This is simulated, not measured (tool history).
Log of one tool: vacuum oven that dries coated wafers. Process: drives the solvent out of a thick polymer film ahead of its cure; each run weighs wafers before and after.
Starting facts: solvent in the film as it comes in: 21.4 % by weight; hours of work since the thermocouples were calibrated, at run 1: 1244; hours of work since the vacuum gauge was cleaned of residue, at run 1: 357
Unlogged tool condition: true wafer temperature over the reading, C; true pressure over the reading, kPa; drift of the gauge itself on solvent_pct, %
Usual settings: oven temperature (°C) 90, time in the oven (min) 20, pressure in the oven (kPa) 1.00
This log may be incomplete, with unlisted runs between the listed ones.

| run | hour | oven temperature (°C) | time in the oven (min) | pressure in the oven (kPa) | hours of work since the thermocouples were calibrated | hours of work since the vacuum gauge was cleaned of residue | solvent left in the film (%) |
|---|---|---|---|---|---|---|---|
| 1 | 0.0 | 90 | 20 | 1.00 | 1244 | 357 | 3.04 |
| 2 | 26.0 | 90 | 20 | 1.00 | 1258 | 371 | 3.09 |
| 3 | 45.9 | 90 | 20 | 1.00 | 1269 | 382 | 3.10 |
| 4 | 59.2 | 90 | 20 | 1.00 | 1276 | 389 | 3.21 |
| 5 | 85.2 | 90 | 20 | 2.13 | 1290 | 403 | 3.24 |
| 6 | 109.5 | 90 | 20 | 2.13 | 1303 | 416 | 3.44 |
| 7 | 137.8 | 90 | 20 | 2.67 | 1318 | 432 | 3.43 |
| 8 | 153.3 | 90 | 20 | 1.00 | 1327 | 440 | 3.20 |
|  | 164.0 | oven's thermocouples calibrated |
| 9 | 168.9 | 90 | 20 | 1.00 | 3 | 447 | 3.11 |
| 10 | 182.0 | 90 | 20 | 1.00 | 10 | 454 | 3.24 |
| 11 | 194.1 | 90 | 20 | 3.74 | 16 | 461 | 3.64 |
| 12 | 209.7 | 90 | 20 | 3.74 | 25 | 469 | 3.70 |
| 13 | 232.0 | 90 | 20 | 3.74 | 37 | 481 | 3.67 |
| 14 | 259.3 | 76 | 20 | 1.00 | 51 | 496 | 7.62 |
| 15 | 274.3 | 76 | 20 | 1.00 | 59 | 504 | 7.58 |
| 16 | 299.8 | 76 | 20 | 1.00 | 73 | 518 | 7.62 |
| 17 | 317.1 | 76 | 20 | 1.00 | 83 | 527 | 7.55 |
| 18 | 346.6 | 76 | 20 | 1.00 | 99 | 543 | 7.62 |
| 19 | 371.9 | 76 | 20 | 3.12 | 112 | 557 | 8.18 |
| 20 | 386.8 | 76 | 20 | 3.12 | 120 | 565 | 8.10 |
| 21 | 409.9 | 90 | 20 | 1.00 | 133 | 577 | 3.00 |
| 22 | 424.8 | 90 | 15 | 1.00 | 141 | 585 | 4.77 |
| 23 | 439.2 | 90 | 20 | 1.00 | 148 | 593 | 3.13 |
| 24 | 452.5 | 90 | 20 | 1.00 | 156 | 600 | 3.18 |
| 25 | 469.6 | 90 | 33 | 1.00 | 165 | 610 | 1.15 |
| 26 | 482.3 | 78 | 20 | 2.13 | 172 | 616 | 7.21 |
| 27 | 501.1 | 98 | 27 | 1.42 | 182 | 627 | 0.71 |
| 28 | 522.7 | 81 | 20 | 3.73 | 194 | 638 | 6.63 |
| 29 | 539.9 | 79 | 22 | 1.07 | 203 | 647 | 6.02 |
| 30 | 555.9 | 90 | 17 | 3.64 | 211 | 656 | 4.45 |
| 31 | 578.5 | 102 | 14 | 1.00 | 224 | 668 | 1.98 |
| 32 | 594.9 | 82 | 15 | 3.20 | 232 | 677 | 7.65 |
| 33 | 608.7 | 90 | 16 | 0.71 | 240 | 685 | 4.26 |
| 34 | 637.0 | 90 | 16 | 0.71 | 255 | 700 | 4.35 |
| 35 | 665.4 | 90 | 16 | 0.71 | 271 | 715 | 4.29 |
| 36 | 691.7 | 97 | 24 | 3.03 | 285 | 729 | 1.40 |
| 37 | 712.1 | 97 | 14 | 3.03 | 296 | 740 | 3.36 |
| 38 | 740.0 | 90 | 36 | 1.43 | 311 | 755 | 1.07 |
| 39 | 765.0 | 90 | 36 | 1.43 | 324 | 769 | 1.08 |
| 40 | 779.8 | 90 | 24 | 1.15 | 332 | 777 | 2.32 |
| 41 | 793.2 | 90 | 24 | 1.15 | 340 | 784 | 2.25 |
| 42 | 812.5 | 90 | 13 | 1.00 | 350 | 795 | 5.58 |
| 43 | 836.6 | 90 | 15 | 1.00 | 363 | 808 | 4.73 |
| 44 | 865.4 | 98 | 15 | 1.00 | 378 | 823 | 2.52 |
| 45 | 881.1 | 98 | 15 | 1.00 | 387 | 832 | 2.62 |
| 46 | 895.9 | 98 | 15 | 1.00 | 395 | 840 | 2.54 |
| 47 | 918.8 | 88 | 28 | 0.60 | 407 | 852 | 1.93 |
| 48 | 946.1 | 81 | 25 | 0.61 | 422 | 867 | 4.45 |

3 options for the next run, each taken on its own from the tool as it stands now. Forecast them:
| A | 972.6 | 77 | 15 | 3.87 | 436 | 881 | ? |
| B | 972.6 | 100 | 25 | 0.61 | 436 | 881 | ? |
| C | 972.6 | 101 | 15 | 0.61 | 436 | 881 | ? |

| run | solvent left in the film (%) |
|---|---|
| A | 9.64 |
| B | 0.55 |
| C | 1.85 |
With the hidden condition removed and each run's random variation left untouched, the same runs would have given:
| run | solvent left in the film (%) |
|---|---|
| A | 9.63 |
| B | 0.55 |
| C | 1.84 |
